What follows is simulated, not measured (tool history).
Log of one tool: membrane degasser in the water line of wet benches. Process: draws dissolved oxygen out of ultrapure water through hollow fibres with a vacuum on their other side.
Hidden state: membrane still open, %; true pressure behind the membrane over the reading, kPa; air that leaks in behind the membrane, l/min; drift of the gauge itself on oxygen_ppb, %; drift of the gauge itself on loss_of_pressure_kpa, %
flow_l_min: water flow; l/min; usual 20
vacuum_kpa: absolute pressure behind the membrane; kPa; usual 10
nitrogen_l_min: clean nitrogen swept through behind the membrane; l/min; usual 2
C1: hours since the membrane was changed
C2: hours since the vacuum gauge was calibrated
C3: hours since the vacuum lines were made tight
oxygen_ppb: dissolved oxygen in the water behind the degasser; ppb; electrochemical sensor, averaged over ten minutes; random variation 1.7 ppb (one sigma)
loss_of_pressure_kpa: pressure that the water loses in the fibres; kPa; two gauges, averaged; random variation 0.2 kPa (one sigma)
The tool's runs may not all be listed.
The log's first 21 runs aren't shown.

{"run": 22, "hour": 945.6, "flow_l_min": 26, "vacuum_kpa": 11.9, "nitrogen_l_min": 2, "C1": 2695, "C2": 713, "C3": 1238, "oxygen_ppb": 280.5, "loss_of_pressure_kpa": 55.14}
{"run": 23, "hour": 986.8, "flow_l_min": 18, "vacuum_kpa": 11.7, "nitrogen_l_min": 2, "C1": 2736, "C2": 755, "C3": 1280, "oxygen_ppb": 183.2, "loss_of_pressure_kpa": 38.64}
{"run": 24, "hour": 1026.4, "flow_l_min": 20, "vacuum_kpa": 19.3, "nitrogen_l_min": 0.86, "C1": 2776, "C2": 794, "C3": 1319, "oxygen_ppb": 758.2, "loss_of_pressure_kpa": 42.73}
{"run": 25, "hour": 1055.2, "flow_l_min": 20, "vacuum_kpa": 19.3, "nitrogen_l_min": 0.86, "C1": 2805, "C2": 823, "C3": 1348, "oxygen_ppb": 741.6, "loss_of_pressure_kpa": 42.45}
{"run": 26, "hour": 1112.4, "flow_l_min": 14, "vacuum_kpa": 6.3, "nitrogen_l_min": 1.36, "C1": 2862, "C2": 880, "C3": 1405, "oxygen_ppb": 76.6, "loss_of_pressure_kpa": 30.1}
{"run": 27, "hour": 1154.6, "flow_l_min": 14, "vacuum_kpa": 6.3, "nitrogen_l_min": 1.36, "C1": 2904, "C2": 922, "C3": 1447, "oxygen_ppb": 77.4, "loss_of_pressure_kpa": 29.81}
{"run": 28, "hour": 1201.2, "flow_l_min": 14, "vacuum_kpa": 22.5, "nitrogen_l_min": 1.27, "C1": 2951, "C2": 969, "C3": 1494, "oxygen_ppb": 471.4, "loss_of_pressure_kpa": 29.94}
{"run": 29, "hour": 1264.4, "flow_l_min": 13, "vacuum_kpa": 10, "nitrogen_l_min": 2.9, "C1": 3014, "C2": 1032, "C3": 1557, "oxygen_ppb": 75.5, "loss_of_pressure_kpa": 27.48}
{"run": 30, "hour": 1301.8, "flow_l_min": 15, "vacuum_kpa": 6.1, "nitrogen_l_min": 2.69, "C1": 3051, "C2": 1070, "C3": 1595, "oxygen_ppb": 43.3, "loss_of_pressure_kpa": 32.31}
{"run": 31, "hour": 1366.6, "flow_l_min": 15, "vacuum_kpa": 6.1, "nitrogen_l_min": 2.69, "C1": 3116, "C2": 1134, "C3": 1659, "oxygen_ppb": 41.8, "loss_of_pressure_kpa": 32.32}

Forecast each of these 5 alternatives for the next run:
{"run": "A", "hour": 1429.1, "flow_l_min": 20, "vacuum_kpa": 7.5, "nitrogen_l_min": 2, "C1": 3179, "C2": 1197, "C3": 1722, "oxygen_ppb": "?", "loss_of_pressure_kpa": "?"}
{"run": "B", "hour": 1429.1, "flow_l_min": 14, "vacuum_kpa": 12.7, "nitrogen_l_min": 2, "C1": 3179, "C2": 1197, "C3": 1722, "oxygen_ppb": "?", "loss_of_pressure_kpa": "?"}
{"run": "C", "hour": 1429.1, "flow_l_min": 22, "vacuum_kpa": 6.4, "nitrogen_l_min": 5.15, "C1": 3179, "C2": 1197, "C3": 1722, "oxygen_ppb": "?", "loss_of_pressure_kpa": "?"}
{"run": "D", "hour": 1429.1, "flow_l_min": 29, "vacuum_kpa": 18.1, "nitrogen_l_min": 1.01, "C1": 3179, "C2": 1197, "C3": 1722, "oxygen_ppb": "?", "loss_of_pressure_kpa": "?"}
{"run": "E", "hour": 1429.1, "flow_l_min": 15, "vacuum_kpa": 6.1, "nitrogen_l_min": 5.2, "C1": 3179, "C2": 1197, "C3": 1722, "oxygen_ppb": "?", "loss_of_pressure_kpa": "?"}

run=A oxygen_ppb=110.8 loss_of_pressure_kpa=42.43
run=B oxygen_ppb=159.6 loss_of_pressure_kpa=29.79
run=C oxygen_ppb=47.5 loss_of_pressure_kpa=46.89
run=D oxygen_ppb=857.1 loss_of_pressure_kpa=61.98
run=E oxygen_ppb=23.6 loss_of_pressure_kpa=32.34
Without the tool's hidden state the same runs would have given:
run=A oxygen_ppb=110.6 loss_of_pressure_kpa=42.39
run=B oxygen_ppb=159.5 loss_of_pressure_kpa=29.76
run=C oxygen_ppb=47.4 loss_of_pressure_kpa=46.85
run=D oxygen_ppb=856.8 loss_of_pressure_kpa=61.92
run=E oxygen_ppb=23.6 loss_of_pressure_kpa=32.31
